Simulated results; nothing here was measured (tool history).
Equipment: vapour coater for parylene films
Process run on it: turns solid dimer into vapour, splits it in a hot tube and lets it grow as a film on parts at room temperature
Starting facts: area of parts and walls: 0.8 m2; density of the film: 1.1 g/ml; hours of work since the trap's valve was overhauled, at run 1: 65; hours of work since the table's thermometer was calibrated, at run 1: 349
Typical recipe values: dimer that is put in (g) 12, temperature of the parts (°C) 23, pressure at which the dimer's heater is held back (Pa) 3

run,hour,dimer that is put in (g),temperature of the parts (°C),pressure at which the dimer's heater is held back (Pa),hours of work since the trap's valve was overhauled,hours of work since the table's thermometer was calibrated,thickness of the film (um)
1,0,12,23,3,65,349,9.66
2,38.2,12,23,3,81,365,9.48
3,73.1,12,23,2.42,96,379,9.54
4,98.2,12,23,2.42,106,390,9.63
5,121.5,12,23,2.42,116,399,9.62
6,142.1,12,23,2.42,124,408,9.5
7,170.1,12,23,3,136,420,9.46
8,207.2,12,23,4.89,151,435,8.83
9,237.2,12,23,4.89,164,447,8.76
10,266.4,12,23,3,176,460,9.15
11,304,12,23,3,191,475,9.09
12,330.9,12,23,3,203,486,8.9
13,351.8,12,23,3,211,495,8.96
14,375.5,21,23,3,221,505,15.41
15,408.9,21,23,3,235,519,15.63
16,457.1,21,23,3,255,539,15.42
17,491.8,12,23,2.85,269,553,8.91
18,520.5,12,23,2.85,281,565,8.8
19,544.3,12,23,10.97,291,575,7.73
20,576.3,12,23,10.97,304,588,7.61
21,611,12,23,10.97,319,603,7.53
22,657.8,12,23,10.97,338,622,7.63
23,705.1,12,23,10.97,358,642,7.45
24,739.6,8,18,3,372,656,6.73
25,769.8,8,18,3,385,669,6.74
26,803.8,11,23,3,399,683,7.57
# hour 812.4: trap's valve overhauled
27,829,11,23,3,7,691,8.71
28,856.9,5,16,8.06,18,703,4.71
29,906.8,14,27,6.8,39,724,8.78
30,932.9,5,27,6.8,50,735,3.19
31,973.7,5,25,2.41,67,751,3.71
32,1018.5,5,25,2.41,86,770,3.75
33,1054.2,5,25,2.41,100,785,3.68
34,1101.2,5,25,2.41,120,804,3.68
35,1140.6,5,25,6.98,136,821,3.29
36,1178.1,19,17,4.26,152,836,17.7
37,1209.5,19,17,4.26,165,849,17.55
38,1248.4,11,26,10.13,181,865,6.62
39,1295.5,12,17,3,200,885,11.25
40,1325.8,5,24,8.63,213,898,3.22
41,1361.6,12,18,5.33,228,912,10.07
42,1398.4,18,23,4.25,243,928,12.87
43,1433.5,18,23,4.25,258,942,12.47
44,1463.6,12,16,9.52,270,955,10.11
45,1508.9,12,16,9.52,289,974,9.99
46,1554.5,12,16,9.52,308,993,9.93

Below, some changes in thickness of the film (um) between adjacent runs. For each, the amount present without the hidden state too (settings, incoming material, random variation) and the amount remaining for the hidden state with gauge scatter not shared by both compared results:
Hidden state present: vapour lost through the trap's worn valve, %; true temperature of the parts over the reading, C; drift of the gauge itself on film_um, %.
Run 26 -> 27: trap's valve overhauled. thickness of the film (um) +1.14: hidden state +1.18, all else -0.04.
Run 35 -> 36: dimer that is put in (g) 5 -> 19, temperature of the parts (°C) 25 -> 17, pressure at which the dimer's heater is held back (Pa) 6.98 -> 4.26. thickness of the film (um) +14.41: hidden state -1.03, all else +15.44.
Run 37 -> 38: dimer that is put in (g) 19 -> 11, temperature of the parts (°C) 17 -> 26, pressure at which the dimer's heater is held back (Pa) 4.26 -> 10.13. thickness of the film (um) -10.93: hidden state +0.78, all else -11.71.
Run 39 -> 40: dimer that is put in (g) 12 -> 5, temperature of the parts (°C) 17 -> 24, pressure at which the dimer's heater is held back (Pa) 3 -> 8.63. thickness of the film (um) -8.03: hidden state +0.7, all else -8.73.
